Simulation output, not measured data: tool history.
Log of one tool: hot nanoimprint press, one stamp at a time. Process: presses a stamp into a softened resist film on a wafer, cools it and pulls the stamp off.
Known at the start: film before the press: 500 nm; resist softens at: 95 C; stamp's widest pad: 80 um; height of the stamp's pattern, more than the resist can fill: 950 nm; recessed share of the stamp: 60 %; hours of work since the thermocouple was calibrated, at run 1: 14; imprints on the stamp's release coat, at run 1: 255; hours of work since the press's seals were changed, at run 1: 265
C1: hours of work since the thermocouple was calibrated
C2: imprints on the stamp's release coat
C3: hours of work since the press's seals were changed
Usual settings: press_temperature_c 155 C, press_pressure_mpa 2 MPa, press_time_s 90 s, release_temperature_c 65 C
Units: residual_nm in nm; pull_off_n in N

{"run": 1, "hour": 0.0, "press_temperature_c": 155, "press_pressure_mpa": 2, "press_time_s": 90, "release_temperature_c": 65, "C1": 14, "C2": 255, "C3": 265, "residual_nm": 303, "pull_off_n": 168}
{"run": 2, "hour": 8.7, "press_temperature_c": 155, "press_pressure_mpa": 2, "press_time_s": 90, "release_temperature_c": 65, "C1": 21, "C2": 281, "C3": 271, "residual_nm": 302.9, "pull_off_n": 171}
{"run": 3, "hour": 17.0, "press_temperature_c": 155, "press_pressure_mpa": 2, "press_time_s": 90, "release_temperature_c": 65, "C1": 27, "C2": 306, "C3": 278, "residual_nm": 303.6, "pull_off_n": 179}
{"run": 4, "hour": 26.3, "press_temperature_c": 155, "press_pressure_mpa": 2, "press_time_s": 90, "release_temperature_c": 65, "C1": 34, "C2": 333, "C3": 284, "residual_nm": 303.5, "pull_off_n": 172}
{"run": 5, "hour": 35.9, "press_temperature_c": 166, "press_pressure_mpa": 2, "press_time_s": 90, "release_temperature_c": 65, "C1": 41, "C2": 361, "C3": 292, "residual_nm": 195.1, "pull_off_n": 179}
{"run": 6, "hour": 43.7, "press_temperature_c": 155, "press_pressure_mpa": 2, "press_time_s": 90, "release_temperature_c": 65, "C1": 47, "C2": 384, "C3": 297, "residual_nm": 303.8, "pull_off_n": 175}
{"run": 7, "hour": 56.8, "press_temperature_c": 155, "press_pressure_mpa": 2, "press_time_s": 62, "release_temperature_c": 65, "C1": 57, "C2": 423, "C3": 307, "residual_nm": 338.2, "pull_off_n": 180}
{"run": 8, "hour": 67.5, "press_temperature_c": 155, "press_pressure_mpa": 2, "press_time_s": 62, "release_temperature_c": 65, "C1": 65, "C2": 454, "C3": 315, "residual_nm": 338.3, "pull_off_n": 179}
{"run": 9, "hour": 75.9, "press_temperature_c": 155, "press_pressure_mpa": 2, "press_time_s": 90, "release_temperature_c": 65, "C1": 71, "C2": 479, "C3": 321, "residual_nm": 307.1, "pull_off_n": 185}
{"run": 10, "hour": 82.1, "press_temperature_c": 165, "press_pressure_mpa": 2, "press_time_s": 153, "release_temperature_c": 65, "C1": 75, "C2": 497, "C3": 326, "residual_nm": 168.9, "pull_off_n": 189}
{"run": 11, "hour": 93.6, "press_temperature_c": 155, "press_pressure_mpa": 1.28, "press_time_s": 90, "release_temperature_c": 72, "C1": 84, "C2": 531, "C3": 335, "residual_nm": 357.7, "pull_off_n": 164}
{"run": 12, "hour": 100.5, "press_temperature_c": 155, "press_pressure_mpa": 1.28, "press_time_s": 90, "release_temperature_c": 72, "C1": 89, "C2": 551, "C3": 340, "residual_nm": 359.5, "pull_off_n": 168}
{"run": 13, "hour": 111.4, "press_temperature_c": 155, "press_pressure_mpa": 2, "press_time_s": 142, "release_temperature_c": 64, "C1": 97, "C2": 583, "C3": 348, "residual_nm": 267.8, "pull_off_n": 196}
{"run": 14, "hour": 118.0, "press_temperature_c": 155, "press_pressure_mpa": 1.62, "press_time_s": 64, "release_temperature_c": 52, "C1": 102, "C2": 603, "C3": 353, "residual_nm": 359.9, "pull_off_n": 227}
{"run": 15, "hour": 127.2, "press_temperature_c": 154, "press_pressure_mpa": 2, "press_time_s": 53, "release_temperature_c": 65, "C1": 109, "C2": 630, "C3": 360, "residual_nm": 365.1, "pull_off_n": 191}
{"run": 16, "hour": 136.3, "press_temperature_c": 163, "press_pressure_mpa": 2.42, "press_time_s": 93, "release_temperature_c": 57, "C1": 116, "C2": 656, "C3": 366, "residual_nm": 202.4, "pull_off_n": 217}
{"run": 17, "hour": 145.9, "press_temperature_c": 157, "press_pressure_mpa": 1.71, "press_time_s": 93, "release_temperature_c": 72, "C1": 123, "C2": 685, "C3": 374, "residual_nm": 302.1, "pull_off_n": 171}
{"run": 18, "hour": 159.4, "press_temperature_c": 155, "press_pressure_mpa": 2, "press_time_s": 165, "release_temperature_c": 57, "C1": 133, "C2": 724, "C3": 384, "residual_nm": 256.4, "pull_off_n": 223}

Forecast each of these 4 alternatives for the next run:
{"run": "A", "hour": 169.9, "press_temperature_c": 155, "press_pressure_mpa": 1.36, "press_time_s": 148, "release_temperature_c": 57, "C1": 141, "C2": 755, "C3": 392, "residual_nm": "?", "pull_off_n": "?"}
{"run": "B", "hour": 169.9, "press_temperature_c": 149, "press_pressure_mpa": 2, "press_time_s": 90, "release_temperature_c": 65, "C1": 141, "C2": 755, "C3": 392, "residual_nm": "?", "pull_off_n": "?"}
{"run": "C", "hour": 169.9, "press_temperature_c": 146, "press_pressure_mpa": 2, "press_time_s": 66, "release_temperature_c": 68, "C1": 141, "C2": 755, "C3": 392, "residual_nm": "?", "pull_off_n": "?"}
{"run": "D", "hour": 169.9, "press_temperature_c": 163, "press_pressure_mpa": 1.61, "press_time_s": 90, "release_temperature_c": 65, "C1": 141, "C2": 755, "C3": 392, "residual_nm": "?", "pull_off_n": "?"}

run=A residual_nm=310.9 pull_off_n=226
run=B residual_nm=379.7 pull_off_n=196
run=C residual_nm=426.8 pull_off_n=189
run=D residual_nm=251 pull_off_n=201
Without the tool's hidden state the same runs would have given:
run=A residual_nm=301.1 pull_off_n=185
run=B residual_nm=369.2 pull_off_n=160
run=C residual_nm=419 pull_off_n=155
run=D residual_nm=242 pull_off_n=165
